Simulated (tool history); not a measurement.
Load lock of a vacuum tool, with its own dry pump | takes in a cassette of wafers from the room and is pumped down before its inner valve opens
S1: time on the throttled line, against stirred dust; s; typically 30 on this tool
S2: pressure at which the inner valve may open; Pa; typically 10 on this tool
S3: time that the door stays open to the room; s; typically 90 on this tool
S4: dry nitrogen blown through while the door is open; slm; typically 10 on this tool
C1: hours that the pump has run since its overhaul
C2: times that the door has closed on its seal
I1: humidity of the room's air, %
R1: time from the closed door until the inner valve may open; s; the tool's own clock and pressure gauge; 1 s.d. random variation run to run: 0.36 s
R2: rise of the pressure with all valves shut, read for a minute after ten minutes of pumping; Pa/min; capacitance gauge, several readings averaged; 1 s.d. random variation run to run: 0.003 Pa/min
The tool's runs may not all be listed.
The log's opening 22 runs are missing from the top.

Run 23, hour 1985.7: usual settings but S1 32 s, S2 12 Pa, S3 124 s, S4 30 slm; C1 4535; C2 4647; I1 44.5. Result: R1 54.9 s, R2 0.057 Pa/min.
Run 24, hour 2107.9: usual settings but S1 32 s, S2 12 Pa, S3 124 s, S4 30 slm; C1 4658; C2 5075; I1 46.2. Result: R1 54.6 s, R2 0.059 Pa/min.
Run 25, hour 2173.2: usual settings but S1 32 s, S2 12 Pa, S3 124 s, S4 30 slm; C1 4723; C2 5304; I1 42. Result: R1 54.7 s, R2 0.055 Pa/min.
Run 26, hour 2295.8: usual settings but S1 17 s; C1 4846; C2 5734; I1 47. Result: R1 43.2 s, R2 0.072 Pa/min.
Run 27, hour 2418.5: usual settings but S1 26 s, S2 14 Pa, S3 41 s, S4 7 slm; C1 4968; C2 6164; I1 45.1. Result: R1 49 s, R2 0.061 Pa/min.
Run 28, hour 2487: usual settings but S3 190 s, S4 21 slm; C1 5037; C2 6404; I1 46.5. Result: R1 53.9 s, R2 0.083 Pa/min.
Run 29, hour 2613.2: usual settings but S1 47 s, S2 12 Pa; C1 5163; C2 6846; I1 43.7. Result: R1 68.1 s, R2 0.077 Pa/min.
Run 30, hour 2724.5: usual settings but S1 57 s, S2 9 Pa; C1 5274; C2 7236; I1 46.6. Result: R1 77.3 s, R2 0.079 Pa/min.
Run 31, hour 2850.2: usual settings but S1 57 s, S2 9 Pa; C1 5400; C2 7676; I1 43. Result: R1 77.6 s, R2 0.074 Pa/min.
Run 32, hour 2957.1: usual settings but S1 57 s, S2 9 Pa; C1 5507; C2 8051; I1 44.3. Result: R1 77.8 s, R2 0.08 Pa/min.
Run 33, hour 3066.2: usual settings but S1 57 s, S2 9 Pa; C1 5616; C2 8433; I1 45.6. Result: R1 77.9 s, R2 0.084 Pa/min.
Run 34, hour 3136.5: usual settings but S1 54 s, S2 9 Pa, S3 159 s, S4 4 slm; C1 5686; C2 8679; I1 46. Result: R1 75 s, R2 0.114 Pa/min.
Run 35, hour 3217.2: usual settings but S1 54 s, S2 9 Pa, S3 159 s, S4 4 slm; C1 5767; C2 8962; I1 40.8. Result: R1 74.8 s, R2 0.109 Pa/min.
Run 36, hour 3287.5: usual settings but S1 17 s, S2 11 Pa, S3 103 s, S4 28 slm; C1 5837; C2 9208; I1 44.9. Result: R1 43 s, R2 0.076 Pa/min.
Run 37, hour 3342.4: usual settings but S2 13 Pa, S4 9 slm; C1 5892; C2 9400; I1 46. Result: R1 53.2 s, R2 0.092 Pa/min.

Here are 3 independent what-if runs from the current tool condition. What would each one return?
Run A, hour 3415.7: usual settings but S1 51 s, S2 13 Pa, S4 6 slm; C1 5966; C2 9658; I1 43.8. Result: R1 ?, R2 ?.
Run B, hour 3415.7: usual settings but S3 194 s; C1 5966; C2 9658; I1 42.5. Result: R1 ?, R2 ?.
Run C, hour 3415.7: usual settings but S4 29 slm; C1 5966; C2 9658; I1 44.9. Result: R1 ?, R2 ?.

run    R1     R2
  A  71.2  0.093
  B  54.2  0.112
  C    54  0.077
The same runs, with their run-to-run variation unchanged, on a tool lacking any hidden condition would have given:
run    R1     R2
  A  70.1  0.052
  B  52.9  0.071
  C  52.7  0.035

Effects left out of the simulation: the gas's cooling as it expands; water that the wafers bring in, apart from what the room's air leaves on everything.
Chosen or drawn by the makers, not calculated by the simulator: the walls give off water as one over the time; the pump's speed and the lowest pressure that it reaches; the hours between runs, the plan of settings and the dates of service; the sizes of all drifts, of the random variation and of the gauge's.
